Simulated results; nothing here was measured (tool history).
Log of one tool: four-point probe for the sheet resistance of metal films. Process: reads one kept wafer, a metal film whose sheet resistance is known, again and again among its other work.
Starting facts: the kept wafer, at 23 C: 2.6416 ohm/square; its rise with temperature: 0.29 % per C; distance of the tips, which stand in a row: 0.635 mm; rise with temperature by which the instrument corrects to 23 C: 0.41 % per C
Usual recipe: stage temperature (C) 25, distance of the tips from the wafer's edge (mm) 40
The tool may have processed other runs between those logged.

run   hour  stage temperature (C)  distance of the tips from the wafer's edge (mm)  sheet resistance as the instrument gives it (ohm/square)
  1    0.0                     25                                               40                                                  2.635995
  2   24.7                     25                                                3                                                  2.697243
  3   52.5                     25                                               22                                                  2.637270
  4   86.3                     31                                               40                                                  2.617072
  5  115.5                     31                                               40                                                  2.616425
  6  135.3                     31                                               40                                                  2.616541
  7  158.3                     31                                               40                                                  2.617274
  8  188.9                     25                                               40                                                  2.636092
  9  232.6                     25                                               16                                                  2.637798
 10  265.6                     25                                               16                                                  2.636778
 11  308.8                     31                                               25                                                  2.617029
 12  344.5                     31                                               25                                                  2.616570
 13  369.9                     21                                               34                                                  2.648777
 14  403.8                     21                                               34                                                  2.648083
 15  438.1                     21                                               34                                                  2.648635
 16  466.8                     32                                                6                                                  2.630454

Consider 5 possible next runs. They are alternatives, not a sequence: every one starts from the tool as it was left by run 16. What does each give?
  A  499.2                     30                                                9                                                         ?
  B  499.2                     28                                                5                                                         ?
  C  499.2                     19                                               75                                                         ?
  D  499.2                     31                                               11                                                         ?
  E  499.2                     33                                               38                                                         ?

run  sheet resistance as the instrument gives it (ohm/square)
  A                                                  2.626989
  B                                                  2.648341
  C                                                  2.654844
  D                                                  2.621207
  E                                                  2.610874
With the hidden condition removed and each run's random variation left untouched, the same runs would have given:
run  sheet resistance as the instrument gives it (ohm/square)
  A                                                  2.627053
  B                                                  2.648404
  C                                                  2.654907
  D                                                  2.621270
  E                                                  2.610938
